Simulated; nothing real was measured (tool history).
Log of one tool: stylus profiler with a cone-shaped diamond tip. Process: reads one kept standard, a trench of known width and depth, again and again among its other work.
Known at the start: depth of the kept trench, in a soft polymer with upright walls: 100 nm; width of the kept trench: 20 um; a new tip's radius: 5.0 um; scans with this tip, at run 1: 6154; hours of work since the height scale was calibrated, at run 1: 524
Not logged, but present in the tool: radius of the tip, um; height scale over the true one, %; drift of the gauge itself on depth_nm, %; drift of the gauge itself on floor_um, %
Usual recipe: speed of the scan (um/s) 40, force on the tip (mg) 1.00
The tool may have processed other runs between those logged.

| run | hour | speed of the scan (um/s) | force on the tip (mg) | scans with this tip | hours of work since the height scale was calibrated | depth of the trench (angstrom) | width of the trench's floor (nm) |
|---|---|---|---|---|---|---|---|
| 1 | 0.0 | 40 | 1.00 | 6154 | 524 | 1001.9 | 17540 |
| 2 | 30.5 | 15 | 1.00 | 6408 | 545 | 1001.8 | 17550 |
| 3 | 63.5 | 15 | 1.00 | 6682 | 569 | 1001.7 | 17620 |
| 4 | 83.2 | 40 | 1.00 | 6846 | 583 | 1001.8 | 17530 |
| 5 | 120.9 | 40 | 1.00 | 7160 | 609 | 1001.6 | 17500 |
| 6 | 161.9 | 40 | 1.00 | 7501 | 638 | 1001.6 | 17450 |
| 7 | 188.5 | 13 | 1.00 | 7721 | 657 | 1001.6 | 17550 |
| 8 | 222.2 | 40 | 1.00 | 8002 | 681 | 1001.3 | 17450 |
| 9 | 243.2 | 40 | 1.00 | 8176 | 696 | 1001.5 | 17420 |
| 10 | 273.0 | 145 | 1.00 | 8425 | 717 | 1001.4 | 17070 |
| 11 | 318.5 | 145 | 1.00 | 8803 | 749 | 1001.6 | 17090 |
| 12 | 356.7 | 145 | 1.00 | 9120 | 776 | 1001.3 | 17090 |
| 13 | 395.1 | 40 | 1.00 | 9439 | 803 | 1001.1 | 17410 |
| 14 | 425.1 | 40 | 1.00 | 9689 | 825 | 1001.4 | 17380 |
| 15 | 463.7 | 40 | 1.00 | 10010 | 852 | 1001.3 | 17330 |
| 16 | 488.4 | 40 | 0.42 | 10216 | 870 | 999.7 | 17240 |
| 17 | 523.3 | 40 | 0.42 | 10505 | 894 | 999.7 | 17280 |
| 18 | 548.3 | 40 | 1.00 | 10713 | 912 | 1001.3 | 17290 |
| 19 | 576.7 | 52 | 1.00 | 10950 | 932 | 1001.0 | 17230 |
| 20 | 595.1 | 22 | 1.00 | 11103 | 945 | 1001.2 | 17290 |
|  | 610.0 | height scale calibrated on a step standard |
| 21 | 638.4 | 22 | 1.00 | 11458 | 20 | 1002.9 | 17310 |
| 22 | 668.7 | 40 | 1.56 | 11710 | 42 | 1003.8 | 17290 |
| 23 | 701.4 | 10 | 1.56 | 11982 | 65 | 1003.6 | 17350 |
| 24 | 729.6 | 40 | 1.00 | 12217 | 85 | 1002.5 | 17210 |
| 25 | 772.1 | 40 | 1.00 | 12570 | 115 | 1002.6 | 17170 |
| 26 | 798.6 | 40 | 0.76 | 12790 | 133 | 1002.1 | 17160 |
| 27 | 819.4 | 13 | 0.65 | 12964 | 148 | 1001.8 | 17200 |
| 28 | 863.3 | 40 | 0.70 | 13328 | 179 | 1001.7 | 17110 |
| 29 | 898.4 | 19 | 1.00 | 13620 | 204 | 1002.3 | 17220 |
| 30 | 939.1 | 19 | 0.83 | 13959 | 233 | 1002.0 | 17240 |
| 31 | 983.8 | 37 | 0.40 | 14330 | 265 | 1000.8 | 17060 |
| 32 | 1023.8 | 23 | 0.73 | 14663 | 293 | 1001.6 | 17150 |
| 33 | 1062.2 | 23 | 0.73 | 14983 | 320 | 1001.5 | 17120 |
| 34 | 1085.5 | 23 | 0.73 | 15176 | 337 | 1001.5 | 17070 |
| 35 | 1117.4 | 48 | 1.15 | 15441 | 359 | 1002.3 | 17050 |
| 36 | 1144.4 | 48 | 1.15 | 15666 | 378 | 1002.1 | 17020 |
| 37 | 1162.8 | 48 | 1.15 | 15818 | 391 | 1002.5 | 17030 |
| 38 | 1181.8 | 22 | 0.39 | 15977 | 405 | 1000.7 | 17030 |
| 39 | 1218.9 | 42 | 1.69 | 16285 | 431 | 1003.0 | 16990 |
| 40 | 1239.0 | 40 | 0.56 | 16452 | 445 | 1001.1 | 16990 |
| 41 | 1264.2 | 46 | 0.98 | 16662 | 463 | 1001.8 | 16960 |
| 42 | 1287.0 | 46 | 0.98 | 16852 | 479 | 1001.9 | 17000 |
| 43 | 1312.0 | 46 | 1.96 | 17059 | 497 | 1003.6 | 17010 |
| 44 | 1353.2 | 40 | 1.49 | 17402 | 526 | 1002.5 | 16990 |
| 45 | 1381.9 | 19 | 0.74 | 17640 | 546 | 1001.1 | 17030 |
| 46 | 1405.6 | 141 | 1.82 | 17838 | 563 | 1002.9 | 16770 |
| 47 | 1434.9 | 89 | 2.60 | 18081 | 584 | 1004.1 | 16900 |

Branching from run 47: 3 alternative next runs. What would each branch give?
| A | 1456.6 | 59 | 1.36 | 18262 | 599 | ? | ? |
| B | 1456.6 | 118 | 2.60 | 18262 | 599 | ? | ? |
| C | 1456.6 | 40 | 1.95 | 18262 | 599 | ? | ? |

| run | depth of the trench (angstrom) | width of the trench's floor (nm) |
|---|---|---|
| A | 1002.3 | 16910 |
| B | 1004.2 | 16840 |
| C | 1003.3 | 17010 |
Take away the tool's hidden state, keep each run's random variation, and the runs would have read:
| run | depth of the trench (angstrom) | width of the trench's floor (nm) |
|---|---|---|
| A | 1003.7 | 17860 |
| B | 1005.7 | 17790 |
| C | 1004.7 | 17960 |
